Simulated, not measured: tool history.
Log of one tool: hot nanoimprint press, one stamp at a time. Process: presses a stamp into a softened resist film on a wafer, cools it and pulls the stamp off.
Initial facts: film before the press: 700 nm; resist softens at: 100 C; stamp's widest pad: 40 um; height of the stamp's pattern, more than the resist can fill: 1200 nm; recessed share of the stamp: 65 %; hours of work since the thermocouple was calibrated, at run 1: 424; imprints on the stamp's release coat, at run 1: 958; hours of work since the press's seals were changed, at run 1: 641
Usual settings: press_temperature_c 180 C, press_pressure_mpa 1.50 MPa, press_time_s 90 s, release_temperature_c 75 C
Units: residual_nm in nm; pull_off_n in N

run,hour,press_temperature_c,press_pressure_mpa,press_time_s,release_temperature_c,hours of work since the thermocouple was calibrated,imprints on the stamp's release coat,hours of work since the press's seals were changed,residual_nm,pull_off_n
1,0.0,180,1.50,90,75,424,958,641,269.4,178
# hour 28.6: plate thermocouple calibrated
2,58.7,180,1.50,90,75,21,1260,679,269.6,184
# hour 83.8: stamp cleaned and given a new release coat
3,111.3,180,1.50,90,75,53,149,711,269.7,183
4,192.3,180,1.50,90,75,109,589,767,269.1,172
5,254.7,180,1.50,90,75,152,927,810,270.9,185
6,329.4,180,1.50,90,75,203,1332,861,270.3,179
# hour 340.8: stamp cleaned and given a new release coat
7,381.3,180,1.50,102,75,235,220,893,259.2,184
8,421.2,180,1.50,77,75,262,436,920,285.2,178
9,497.9,180,1.53,90,75,315,852,973,267.7,186
10,578.6,180,1.53,90,75,371,1290,1029,268.3,179
# hour 600.0: stamp cleaned and given a new release coat
11,648.2,180,1.53,90,75,415,261,1073,267.0,180
12,685.6,180,1.53,90,75,440,464,1099,268.1,172
# hour 693.1: plate thermocouple calibrated
# hour 715.2: press's hydraulic seals changed and the load cell set to zero
13,741.8,180,1.50,90,83,28,709,18,273.3,166
14,780.7,181,1.50,90,83,55,920,45,263.1,168
15,816.5,181,1.50,90,83,80,1115,70,264.9,165
# hour 872.4: stamp cleaned and given a new release coat
16,898.4,185,1.50,60,83,132,141,122,269.6,160
17,976.0,189,1.65,53,80,185,562,176,236.5,168
18,1041.2,189,1.65,53,80,230,916,220,238.6,176
19,1092.2,189,1.65,53,80,265,1193,256,237.1,176
# hour 1116.9: gauge calibrated
# hour 1130.9: stamp cleaned and given a new release coat
20,1133.9,173,1.11,90,75,290,17,280,390.1,186
21,1204.6,173,1.11,52,77,339,400,329,457.8,173
22,1260.1,176,1.11,52,83,377,701,367,424.6,167
23,1303.6,182,1.39,59,63,407,937,397,308.3,203
# hour 1360.1: plate thermocouple calibrated
# hour 1391.8: stamp cleaned and given a new release coat
24,1394.3,182,1.39,59,63,19,14,453,307.7,204
25,1437.6,180,1.50,90,60,49,249,483,270.9,207
26,1512.5,180,1.50,90,60,101,655,535,270.4,215
27,1545.9,180,1.50,90,60,124,836,558,272.4,206
28,1627.1,180,1.50,90,60,180,1277,614,271.1,214

What if the next run were any one of these 3? Each begins from the tool's condition after run 28:
# hour 1649.3: stamp cleaned and given a new release coat
A,1684.6,180,1.83,90,60,215,192,649,?,?
# hour 1649.3: stamp cleaned and given a new release coat
B,1684.6,180,1.50,86,83,215,192,649,?,?
# hour 1649.3: stamp cleaned and given a new release coat
C,1684.6,180,1.05,176,63,215,192,649,?,?

run,residual_nm,pull_off_n
A,241.7,206
B,275.5,159
C,262.3,193
Without the tool's unlogged condition, the same runs would have read:
run,residual_nm,pull_off_n
A,239.3,206
B,272.9,158
C,259.9,193

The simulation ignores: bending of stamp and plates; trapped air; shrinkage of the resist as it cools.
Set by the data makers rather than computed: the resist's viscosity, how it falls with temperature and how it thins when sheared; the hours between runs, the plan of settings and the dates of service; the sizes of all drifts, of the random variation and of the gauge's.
